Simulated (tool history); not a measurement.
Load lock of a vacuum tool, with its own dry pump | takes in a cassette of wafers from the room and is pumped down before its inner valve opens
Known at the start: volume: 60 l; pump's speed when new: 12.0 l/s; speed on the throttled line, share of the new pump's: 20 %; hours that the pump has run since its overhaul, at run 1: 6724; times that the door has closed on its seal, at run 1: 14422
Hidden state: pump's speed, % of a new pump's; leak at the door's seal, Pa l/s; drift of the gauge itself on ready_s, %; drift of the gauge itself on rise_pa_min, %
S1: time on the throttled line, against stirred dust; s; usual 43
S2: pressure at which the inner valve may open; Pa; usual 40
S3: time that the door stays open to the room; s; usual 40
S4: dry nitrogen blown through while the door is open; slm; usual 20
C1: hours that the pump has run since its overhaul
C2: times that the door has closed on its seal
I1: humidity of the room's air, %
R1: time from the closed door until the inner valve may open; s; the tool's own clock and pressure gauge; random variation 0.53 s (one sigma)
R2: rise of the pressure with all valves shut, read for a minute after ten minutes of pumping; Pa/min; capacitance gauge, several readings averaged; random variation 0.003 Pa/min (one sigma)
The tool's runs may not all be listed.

run    hour  S1  S2   S3  S4    C1     C2    I1    R1     R2
  1     0.0  43  40   40  20  6724  14422  45.5  73.8  0.095
  2    98.5  43  40   40  20  6822  14805  43.6  73.9  0.099
  3   206.6  43  40   40  20  6930  15225  45.5  75.1  0.102
  4   327.0  43  40   40  20  7051  15693  42.2  75.1  0.110
  5   395.2  43  40   40   8  7119  15959  44.1  74.9  0.116
  6   464.9  43  40   40   8  7188  16230  47.1  75.1  0.119
  7   596.9  43  40   40   8  7320  16743  48.9  74.5  0.127
  8   722.9  43  40   40  20  7446  17233  44.9  75.9  0.119
  9   785.5  43  40   40  20  7509  17476  44.3  74.7  0.116
 10   865.9  43  40   40  20  7589  17789  44.5  75.4  0.117
 11   922.2  43  40   40   7  7646  18008  45.5  75.4  0.133
 12   983.0  43  40   40   7  7707  18244  44.5  74.5  0.126
 13  1074.4  43  40   40  20  7798  18600  43.2  75.0  0.125
 14  1146.0  43  40   40  20  7870  18878  45.7  74.2  0.128
 15  1233.0  43  40   40  20  7957  19217  48.7  76.3  0.123
 16  1306.6  43  40   40  20  8030  19503  42.9  75.0  0.126
 17  1421.3  43  40   40  20  8145  19949  40.2  74.4  0.126
 18  1502.8  43  40  134  20  8226  20265  45.7  74.8  0.167
 19  1634.2  45  40   40  20  8358  20776  47.1  76.5  0.141

Run 20 comes next. What will it give?
 20  1713.4  41  40  40  20  8437  21084  46.6   ?   ?

R1: 74.3 s
R2: 0.138 Pa/min
Without the tool's hidden state the same run would have given R1 72.7 s, R2 0.032 Pa/min.

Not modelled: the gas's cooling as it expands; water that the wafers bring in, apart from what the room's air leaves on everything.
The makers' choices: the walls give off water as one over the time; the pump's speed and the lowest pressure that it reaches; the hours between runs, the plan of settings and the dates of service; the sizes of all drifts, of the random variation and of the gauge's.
